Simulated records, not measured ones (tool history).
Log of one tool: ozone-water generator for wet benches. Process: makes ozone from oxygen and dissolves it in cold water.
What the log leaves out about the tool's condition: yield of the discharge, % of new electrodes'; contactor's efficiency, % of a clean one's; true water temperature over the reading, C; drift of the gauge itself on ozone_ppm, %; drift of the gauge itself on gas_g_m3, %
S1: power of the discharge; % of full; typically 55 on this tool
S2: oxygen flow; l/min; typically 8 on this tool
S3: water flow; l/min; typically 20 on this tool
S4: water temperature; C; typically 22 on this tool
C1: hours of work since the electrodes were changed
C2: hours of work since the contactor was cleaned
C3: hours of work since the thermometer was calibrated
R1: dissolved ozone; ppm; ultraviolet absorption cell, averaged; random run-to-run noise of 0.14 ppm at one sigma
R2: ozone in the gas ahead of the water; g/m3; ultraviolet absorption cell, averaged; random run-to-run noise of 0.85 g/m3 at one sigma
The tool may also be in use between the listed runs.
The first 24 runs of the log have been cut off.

run    hour  S1     S2  S3  S4    C1    C2    C3    R1     R2
 25  1689.3  74   6.96  19  24  3777  1117  3954  21.3  190.6
 26  1750.2  42   4.09  21  23  3824  1163  4001  13.3  162.8
 27  1839.4  94  12.95  21  17  3892  1232  4069  24.4  161.8
 28  1922.3  94  12.95  21  17  3956  1295  4133  24.9  160.5
 29    2001  55   7.29  20  15  4016  1356  4193  18.7  144.7
 30    2064  55  13.88  20  15  4064  1404  4241  16.4   97.2
 31  2131.6  56   4.03  27  22  4116  1456  4293  13.9  210.3
 32    2201  80   4.32  24  20  4169  1509  4346  21.4    272
 33  2246.8  96  11.95  20  23  4204  1544  4381  23.4  170.4

Below are 4 alternative next runs, each starting from the tool's condition after run 33. Predict each:
  A  2285  41    7.4  18  23  4234  1573  4411   ?   ?
  B  2285  74      8  28  21  4234  1573  4411   ?   ?
  C  2285  53    4.9  20  23  4234  1573  4411   ?   ?
  D  2285  96  11.95  20  14  4234  1573  4411   ?   ?

run    R1     R2
  A  13.7  111.1
  B  17.1  174.3
  C  16.7  177.4
  D  27.7  170.1
Without the tool's hidden state the same runs would have given:
run    R1     R2
  A  13.7  111.3
  B  17.1  174.7
  C  16.8  177.8
  D  27.8  170.7
